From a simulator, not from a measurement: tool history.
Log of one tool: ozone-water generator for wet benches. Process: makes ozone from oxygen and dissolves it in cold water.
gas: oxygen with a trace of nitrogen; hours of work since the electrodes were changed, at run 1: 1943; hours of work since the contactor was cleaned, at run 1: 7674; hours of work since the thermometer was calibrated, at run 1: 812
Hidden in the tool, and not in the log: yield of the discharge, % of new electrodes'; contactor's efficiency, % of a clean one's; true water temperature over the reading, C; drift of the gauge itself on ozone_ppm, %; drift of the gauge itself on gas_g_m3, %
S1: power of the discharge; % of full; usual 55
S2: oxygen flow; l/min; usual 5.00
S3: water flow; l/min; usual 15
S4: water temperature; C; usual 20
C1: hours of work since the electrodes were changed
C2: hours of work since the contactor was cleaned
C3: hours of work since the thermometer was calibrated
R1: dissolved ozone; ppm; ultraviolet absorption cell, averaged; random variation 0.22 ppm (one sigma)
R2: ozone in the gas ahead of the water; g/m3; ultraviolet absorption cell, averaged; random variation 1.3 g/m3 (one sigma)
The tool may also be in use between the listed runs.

run	hour	S1	S2	S3	S4	C1	C2	C3	R1	R2
1	0.0	55	5.00	15	20	1943	7674	812	29.4	235.1
2	51.2	55	5.00	15	20	1981	7712	850	29.6	234.7
3	97.4	55	5.00	15	20	2016	7747	884	29.5	234.2
4	164.0	55	5.00	15	20	2065	7797	934	29.3	234.9
5	202.0	55	5.00	15	20	2094	7825	962	29.3	235.2
6	242.8	55	5.00	15	17	2124	7855	993	30.9	236.6
7	306.0	55	5.00	15	17	2171	7903	1040	31.1	231.6
8	346.3	55	5.00	15	20	2201	7933	1070	29.5	235.4
9	411.3	55	5.00	15	20	2250	7981	1119	29.2	236.0
10	459.8	42	5.00	15	20	2286	8017	1155	25.2	201.8
11	520.7	55	5.00	15	20	2332	8063	1200	29.2	233.2
12	550.1	55	5.00	13	20	2353	8085	1222	32.3	232.6
13	619.0	55	5.00	13	20	2405	8136	1274	32.5	234.1
14	688.0	55	5.00	13	20	2456	8188	1325	32.6	232.5
15	725.6	55	5.00	15	20	2484	8216	1353	29.0	232.6
16	756.6	55	5.00	15	20	2507	8239	1376	29.5	231.1
17	809.9	55	5.00	15	20	2547	8279	1416	29.0	233.0
18	849.9	55	5.00	15	20	2577	8308	1446	29.1	234.3
19	910.1	55	5.00	11	20	2622	8353	1491	36.0	232.5
20	957.5	63	5.00	11	27	2657	8389	1526	33.8	249.2
21	1007.4	75	6.49	15	17	2695	8426	1563	35.0	235.3
22	1036.5	75	6.49	15	17	2716	8448	1585	35.1	237.5
# hour 1044.4: contactor cleaned
23	1071.8	55	3.21	15	12	2740	20	1609	31.9	304.8
24	1111.1	55	3.21	15	12	2769	50	1638	31.9	301.9
25	1151.0	55	3.21	15	12	2799	80	1668	32.0	303.7
26	1205.2	55	3.21	15	12	2839	120	1708	31.7	305.5
27	1257.9	48	5.71	16	22	2879	159	1747	23.5	197.9
28	1311.1	44	3.03	11	13	2918	199	1787	36.3	278.3
29	1351.8	44	3.03	11	18	2949	229	1817	33.8	277.2
30	1384.4	44	3.03	15	18	2973	254	1842	26.2	274.9
31	1445.9	46	6.81	15	18	3019	300	1888	24.6	175.5
# hour 1475.9: contactor cleaned, once more
32	1480.6	44	5.00	15	20	3042	3	1910	27.2	205.7

Hidden state or all else? Some run-to-run changes of R1, split into what the settings, what came in and random variation would give without the hidden state, and what is left for the hidden state (with any gauge scatter that isn't in both results):
Run 22 -> 23: S1 75 -> 55, S2 6.49 -> 3.21, S4 17 -> 12, contactor cleaned. R1 -3.2 ppm: hidden state -0.9, all else -2.3.
Run 26 -> 27: S1 55 -> 48, S2 3.21 -> 5.71, S3 15 -> 16, S4 12 -> 22. R1 -8.2 ppm: hidden state +1.1, all else -9.3.
Run 27 -> 28: S1 48 -> 44, S2 5.71 -> 3.03, S3 16 -> 11, S4 22 -> 13. R1 +12.8 ppm: hidden state -0.8, all else +13.6.
Run 29 -> 30: S3 11 -> 15. R1 -7.6 ppm: hidden state +0.2, all else -7.8.
Run 31 -> 32: S1 46 -> 44, S2 6.81 -> 5.00, S4 18 -> 20, contactor cleaned, once more. R1 +2.6 ppm: hidden state +2.6, all else +0.0.

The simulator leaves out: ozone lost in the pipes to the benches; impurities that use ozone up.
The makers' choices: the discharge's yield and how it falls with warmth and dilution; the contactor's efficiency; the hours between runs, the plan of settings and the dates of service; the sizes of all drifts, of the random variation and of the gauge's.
